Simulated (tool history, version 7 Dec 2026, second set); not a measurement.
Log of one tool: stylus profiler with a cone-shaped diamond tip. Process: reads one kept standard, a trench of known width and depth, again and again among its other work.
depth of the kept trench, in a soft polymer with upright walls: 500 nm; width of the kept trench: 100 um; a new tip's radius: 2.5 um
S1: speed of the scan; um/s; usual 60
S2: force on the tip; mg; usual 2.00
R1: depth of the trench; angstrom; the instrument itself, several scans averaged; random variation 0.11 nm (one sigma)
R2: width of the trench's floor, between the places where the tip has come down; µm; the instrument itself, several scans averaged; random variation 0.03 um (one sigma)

Run 1, day 0.000: usual settings. Result: R1 5028.0 angstrom, R2 96.71 µm.
Run 2, day 1.004: usual settings. Result: R1 5026.0 angstrom, R2 96.76 µm.
Run 3, day 2.029: usual settings. Result: R1 5027.5 angstrom, R2 96.67 µm.
Run 4, day 2.862: usual settings. Result: R1 5027.2 angstrom, R2 96.69 µm.
Run 5, day 4.042: usual settings. Result: R1 5023.5 angstrom, R2 96.70 µm.
Run 6, day 4.675: usual settings but S2 1.87 mg. Result: R1 5025.4 angstrom, R2 96.67 µm.
Run 7, day 5.483: usual settings but S2 1.87 mg. Result: R1 5024.5 angstrom, R2 96.71 µm.
Run 8, day 6.167: usual settings but S2 1.87 mg. Result: R1 5022.6 angstrom, R2 96.62 µm.
Run 9, day 7.167: usual settings. Result: R1 5025.4 angstrom, R2 96.63 µm.
Run 10, day 8.238: usual settings. Result: R1 5025.5 angstrom, R2 96.64 µm.
Run 11, day 8.808: usual settings. Result: R1 5024.1 angstrom, R2 96.62 µm.
Run 12, day 9.729: usual settings but S2 0.69 mg. Result: R1 5009.5 angstrom, R2 96.59 µm.
Run 13, day 10.833: usual settings but S2 1.22 mg. Result: R1 5016.2 angstrom, R2 96.61 µm.
Run 14, day 11.921: usual settings but S1 38 um/s. Result: R1 5024.5 angstrom, R2 96.70 µm.
Run 15, day 13.112: usual settings but S1 16 um/s. Result: R1 5024.5 angstrom, R2 96.73 µm.
Run 16, day 13.625: usual settings but S1 16 um/s. Result: R1 5023.8 angstrom, R2 96.73 µm.
At day 13.712: height scale calibrated on a step standard.
Run 17, day 14.879: usual settings but S1 16 um/s. Result: R1 5022.7 angstrom, R2 96.73 µm.
Run 18, day 16.038: usual settings. Result: R1 5023.6 angstrom, R2 96.61 µm.
At day 16.671: height scale calibrated on a step standard, once more.
Run 19, day 17.217: usual settings. Result: R1 5028.2 angstrom, R2 96.61 µm.
Run 20, day 17.871: usual settings but S2 0.84 mg. Result: R1 5013.8 angstrom, R2 96.58 µm.
Run 21, day 18.642: usual settings but S2 2.57 mg. Result: R1 5034.3 angstrom, R2 96.65 µm.
Run 22, day 19.754: usual settings but S2 4.44 mg. Result: R1 5048.5 angstrom, R2 96.60 µm.
Run 23, day 20.933: usual settings but S2 4.44 mg. Result: R1 5048.4 angstrom, R2 96.70 µm.
Run 24, day 21.538: usual settings but S1 131 um/s, S2 4.91 mg. Result: R1 5054.4 angstrom, R2 96.53 µm.
Run 25, day 22.117: usual settings but S1 33 um/s. Result: R1 5030.8 angstrom, R2 96.68 µm.
Run 26, day 23.125: usual settings but S1 33 um/s. Result: R1 5026.9 angstrom, R2 96.66 µm.
Run 27, day 24.154: usual settings but S1 33 um/s. Result: R1 5027.8 angstrom, R2 96.70 µm.
Run 28, day 25.188: usual settings but S1 33 um/s, S2 0.76 mg. Result: R1 5011.5 angstrom, R2 96.61 µm.
Run 29, day 26.046: usual settings but S1 33 um/s, S2 0.76 mg. Result: R1 5015.7 angstrom, R2 96.61 µm.
Run 30, day 26.750: usual settings but S1 33 um/s, S2 0.76 mg. Result: R1 5013.2 angstrom, R2 96.63 µm.
Run 31, day 27.288: usual settings but S1 16 um/s. Result: R1 5027.6 angstrom, R2 96.65 µm.
Run 32, day 28.467: usual settings but S1 32 um/s, S2 5.34 mg. Result: R1 5054.6 angstrom, R2 96.66 µm.
Run 33, day 29.329: usual settings but S1 32 um/s, S2 5.34 mg. Result: R1 5055.1 angstrom, R2 96.67 µm.
Run 34, day 30.417: usual settings but S1 91 um/s, S2 3.10 mg. Result: R1 5037.1 angstrom, R2 96.53 µm.
Run 35, day 31.458: usual settings but S1 91 um/s, S2 3.10 mg. Result: R1 5034.7 angstrom, R2 96.51 µm.
Run 36, day 32.450: usual settings but S1 91 um/s, S2 3.10 mg. Result: R1 5038.4 angstrom, R2 96.50 µm.
Run 37, day 33.496: usual settings but S1 25 um/s, S2 2.10 mg. Result: R1 5030.1 angstrom, R2 96.58 µm.
Run 38, day 34.196: usual settings but S1 221 um/s, S2 0.96 mg. Result: R1 5015.7 angstrom, R2 95.94 µm.
Run 39, day 35.050: usual settings but S1 29 um/s, S2 5.17 mg. Result: R1 5053.0 angstrom, R2 96.58 µm.
Run 40, day 35.546: usual settings but S1 171 um/s, S2 4.59 mg. Result: R1 5048.9 angstrom, R2 96.44 µm.
Run 41, day 36.150: usual settings but S1 27 um/s, S2 3.39 mg. Result: R1 5038.3 angstrom, R2 96.61 µm.
Run 42, day 37.100: usual settings but S1 203 um/s, S2 3.39 mg. Result: R1 5038.6 angstrom, R2 96.30 µm.
Run 43, day 38.075: usual settings but S1 226 um/s, S2 1.35 mg. Result: R1 5020.8 angstrom, R2 96.02 µm.
Run 44, day 39.142: usual settings but S1 84 um/s, S2 2.71 mg. Result: R1 5032.5 angstrom, R2 96.49 µm.
Run 45, day 40.162: usual settings but S1 84 um/s, S2 2.71 mg. Result: R1 5032.4 angstrom, R2 96.47 µm.
Run 46, day 41.196: usual settings but S1 59 um/s, S2 1.35 mg. Result: R1 5021.0 angstrom, R2 96.48 µm.

Hidden state or all else? Some run-to-run changes of R1, split into what the settings, what came in and random variation would give without the hidden state, and what is left for the hidden state (with any gauge scatter that isn't in both results):
The hidden state here: radius of the tip, um; height scale over the true one, %; drift of the gauge itself on depth_nm, %; drift of the gauge itself on floor_um, %.
Run 16 -> 17: height scale calibrated on a step standard. R1 -1.1 angstrom: hidden state -1.1, all else +0.0.
Run 18 -> 19: height scale calibrated on a step standard, once more. R1 +4.6 angstrom: hidden state +4.5, all else +0.1.
Run 24 -> 25: S1 131 -> 33, S2 4.91 -> 2.00. R1 -23.6 angstrom: hidden state +0.0, all else -23.6.
Run 31 -> 32: S1 16 -> 32, S2 2.00 -> 5.34. R1 +27.0 angstrom: hidden state -0.2, all else +27.2.
Run 38 -> 39: S1 221 -> 29, S2 0.96 -> 5.17. R1 +37.3 angstrom: hidden state +0.0, all else +37.3.
